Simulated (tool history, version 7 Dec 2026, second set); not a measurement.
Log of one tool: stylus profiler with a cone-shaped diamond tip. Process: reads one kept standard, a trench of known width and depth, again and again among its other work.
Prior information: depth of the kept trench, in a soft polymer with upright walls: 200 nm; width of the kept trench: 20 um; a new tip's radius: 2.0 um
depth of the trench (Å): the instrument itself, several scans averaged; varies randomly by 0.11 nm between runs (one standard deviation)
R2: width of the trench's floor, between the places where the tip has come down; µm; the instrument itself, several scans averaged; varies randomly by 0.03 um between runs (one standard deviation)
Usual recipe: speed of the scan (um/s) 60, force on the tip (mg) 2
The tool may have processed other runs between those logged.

Run 1, hour 0: usual settings. Result: depth of the trench (Å) 2016.2, R2 17.2 µm.
Run 2, hour 61.2: usual settings. Result: depth of the trench (Å) 2018.7, R2 17.24 µm.
Run 3, hour 200.2: usual settings but force on the tip (mg) 5.54. Result: depth of the trench (Å) 2032.2, R2 17.21 µm.
Run 4, hour 276.9: usual settings but force on the tip (mg) 5.54. Result: depth of the trench (Å) 2031.9, R2 17.1 µm.
Run 5, hour 338.9: usual settings but force on the tip (mg) 5.54. Result: depth of the trench (Å) 2031.6, R2 17.13 µm.
Run 6, hour 449.7: usual settings but speed of the scan (um/s) 22, force on the tip (mg) 5.54. Result: depth of the trench (Å) 2030.5, R2 17.11 µm.
Run 7, hour 555.3: usual settings but speed of the scan (um/s) 22, force on the tip (mg) 5.54. Result: depth of the trench (Å) 2033.5, R2 17.11 µm.
Run 8, hour 689.6: usual settings but speed of the scan (um/s) 22, force on the tip (mg) 5.54. Result: depth of the trench (Å) 2033.1, R2 17.05 µm.
Run 9, hour 825.5: usual settings but force on the tip (mg) 3.21. Result: depth of the trench (Å) 2026.1, R2 16.82 µm.
Run 10, hour 938.2: usual settings but force on the tip (mg) 3.21. Result: depth of the trench (Å) 2025.3, R2 16.75 µm.
Run 11, hour 1001.4: usual settings but force on the tip (mg) 3.21. Result: depth of the trench (Å) 2026.5, R2 16.75 µm.
Run 12, hour 1137.3: usual settings but force on the tip (mg) 3.21. Result: depth of the trench (Å) 2027.2, R2 16.71 µm.
Run 13, hour 1231.3: usual settings but force on the tip (mg) 1.87. Result: depth of the trench (Å) 2021, R2 16.58 µm.
At hour 1355: new tip fitted, height scale calibrated.
Run 14, hour 1356.1: usual settings but force on the tip (mg) 1.87. Result: depth of the trench (Å) 2014.8, R2 17.94 µm.
Run 15, hour 1480.3: usual settings but force on the tip (mg) 1.87. Result: depth of the trench (Å) 2015.3, R2 17.9 µm.
Run 16, hour 1591.3: usual settings but force on the tip (mg) 1.87. Result: depth of the trench (Å) 2014.2, R2 17.8 µm.
Run 17, hour 1733.9: usual settings. Result: depth of the trench (Å) 2017.3, R2 17.73 µm.
Run 18, hour 1820.2: usual settings. Result: depth of the trench (Å) 2016, R2 17.61 µm.
Run 19, hour 1955.7: usual settings. Result: depth of the trench (Å) 2017.4, R2 17.57 µm.
Run 20, hour 2078.3: usual settings. Result: depth of the trench (Å) 2018.1, R2 17.5 µm.
Run 21, hour 2170.1: usual settings. Result: depth of the trench (Å) 2016.7, R2 17.36 µm.
Run 22, hour 2262.4: usual settings. Result: depth of the trench (Å) 2014.9, R2 17.32 µm.
Run 23, hour 2389.6: usual settings. Result: depth of the trench (Å) 2017.6, R2 17.22 µm.
Run 24, hour 2511.2: usual settings. Result: depth of the trench (Å) 2018.1, R2 17.21 µm.
Run 25, hour 2572.3: usual settings but speed of the scan (um/s) 182, force on the tip (mg) 1.75. Result: depth of the trench (Å) 2015.3, R2 16.51 µm.
Run 26, hour 2718.1: usual settings but speed of the scan (um/s) 18, force on the tip (mg) 2.73. Result: depth of the trench (Å) 2023, R2 17.29 µm.
Run 27, hour 2835.4: usual settings but speed of the scan (um/s) 29, force on the tip (mg) 2.33. Result: depth of the trench (Å) 2021.2, R2 17.22 µm.
Run 28, hour 2959.1: usual settings but speed of the scan (um/s) 30, force on the tip (mg) 0.87. Result: depth of the trench (Å) 2013.9, R2 17.02 µm.
Run 29, hour 3062.9: usual settings but speed of the scan (um/s) 30, force on the tip (mg) 0.87. Result: depth of the trench (Å) 2011.5, R2 16.93 µm.
Run 30, hour 3133.8: usual settings but speed of the scan (um/s) 204, force on the tip (mg) 1.88. Result: depth of the trench (Å) 2019.2, R2 16.14 µm.
Run 31, hour 3221.6: usual settings but speed of the scan (um/s) 135, force on the tip (mg) 3.05. Result: depth of the trench (Å) 2025.3, R2 16.51 µm.
Run 32, hour 3288.1: usual settings but speed of the scan (um/s) 16, force on the tip (mg) 2.11. Result: depth of the trench (Å) 2020.4, R2 16.91 µm.
At hour 3300.9: height scale calibrated on a step standard.
Run 33, hour 3370.4: usual settings but speed of the scan (um/s) 142, force on the tip (mg) 4.13. Result: depth of the trench (Å) 2031.1, R2 16.57 µm.
Run 34, hour 3508.5: usual settings but speed of the scan (um/s) 142, force on the tip (mg) 4.13. Result: depth of the trench (Å) 2031.8, R2 16.53 µm.
Run 35, hour 3643.4: usual settings but speed of the scan (um/s) 24, force on the tip (mg) 2.23. Result: depth of the trench (Å) 2024.3, R2 16.79 µm.
At hour 3738.1: new tip fitted, height scale calibrated.
Run 36, hour 3772.9: usual settings but speed of the scan (um/s) 24, force on the tip (mg) 2.23. Result: depth of the trench (Å) 2016, R2 18.09 µm.
Run 37, hour 3853.9: usual settings but speed of the scan (um/s) 197, force on the tip (mg) 1.39. Result: depth of the trench (Å) 2013, R2 17.09 µm.
Run 38, hour 3923.5: usual settings but speed of the scan (um/s) 179, force on the tip (mg) 3.04. Result: depth of the trench (Å) 2021.9, R2 17.41 µm.
Run 39, hour 3994.2: usual settings but speed of the scan (um/s) 170, force on the tip (mg) 1.29. Result: depth of the trench (Å) 2011.6, R2 17.07 µm.
Run 40, hour 4054.9: usual settings but speed of the scan (um/s) 24, force on the tip (mg) 2.04. Result: depth of the trench (Å) 2015, R2 17.87 µm.
At hour 4088.6: height scale calibrated on a step standard, once more.
Run 41, hour 4188.7: usual settings but speed of the scan (um/s) 198, force on the tip (mg) 2.83. Result: depth of the trench (Å) 2016.4, R2 17.15 µm.
Run 42, hour 4258: usual settings but speed of the scan (um/s) 198, force on the tip (mg) 2.83. Result: depth of the trench (Å) 2016.9, R2 17.09 µm.
Run 43, hour 4344.6: usual settings but speed of the scan (um/s) 198, force on the tip (mg) 2.83. Result: depth of the trench (Å) 2020.8, R2 17.06 µm.
Run 44, hour 4485.1: usual settings but speed of the scan (um/s) 18, force on the tip (mg) 1.84. Result: depth of the trench (Å) 2015.6, R2 17.64 µm.
Run 45, hour 4609: usual settings but speed of the scan (um/s) 18, force on the tip (mg) 1.84. Result: depth of the trench (Å) 2016.3, R2 17.49 µm.
Run 46, hour 4693.9: usual settings but speed of the scan (um/s) 41, force on the tip (mg) 1.57. Result: depth of the trench (Å) 2013.4, R2 17.33 µm.

Run by run, hidden condition taken away, random variation retained:
What the log doesn't record here: radius of the tip, um; height scale over the true one, %; drift of the gauge itself on depth_nm, %; drift of the gauge itself on floor_um, %.
run  depth of the trench (Å)     R2
  1                   2012.6  17.98
  2                   2014.9  18.05
  3                   2027.9  18.11
  4                   2027.4  18.04
  5                   2026.9  18.11
  6                   2025.6  18.15
  7                   2028.2  18.21
  8                   2027.4  18.21
  9                     2020  18.04
 10                   2018.9  18.04
 11                   2019.9  18.07
 12                   2020.2   18.1
 13                   2013.8  18.01
 14                   2014.3  17.97
 15                   2014.5  18.02
 16                     2013     18
 17                   2015.8  18.04
 18                   2014.2  17.98
 19                   2015.2  18.03
 20                   2015.5  18.04
 21                   2013.9  17.96
 22                   2011.9  17.98
 23                   2014.2  17.95
 24                   2014.3  18.01
 25                   2011.3  17.35
 26                   2018.6  18.21
 27                   2016.4   18.2
 28                   2008.8  18.07
 29                   2006.2  18.03
 30                   2013.6  17.28
 31                   2019.4   17.7
 32                   2014.3  18.13
 33                   2023.4  17.83
 34                   2023.6  17.85
 35                   2015.8  18.18
 36                   2015.8   18.1
 37                   2012.6  17.18
 38                   2021.3  17.56
 39                   2010.8  17.27
 40                     2014  18.12
 41                   2015.9   17.5
 42                   2016.2  17.49
 43                   2019.8  17.51
 44                   2014.2  18.18
 45                   2014.6  18.11
 46                   2011.4  18.01
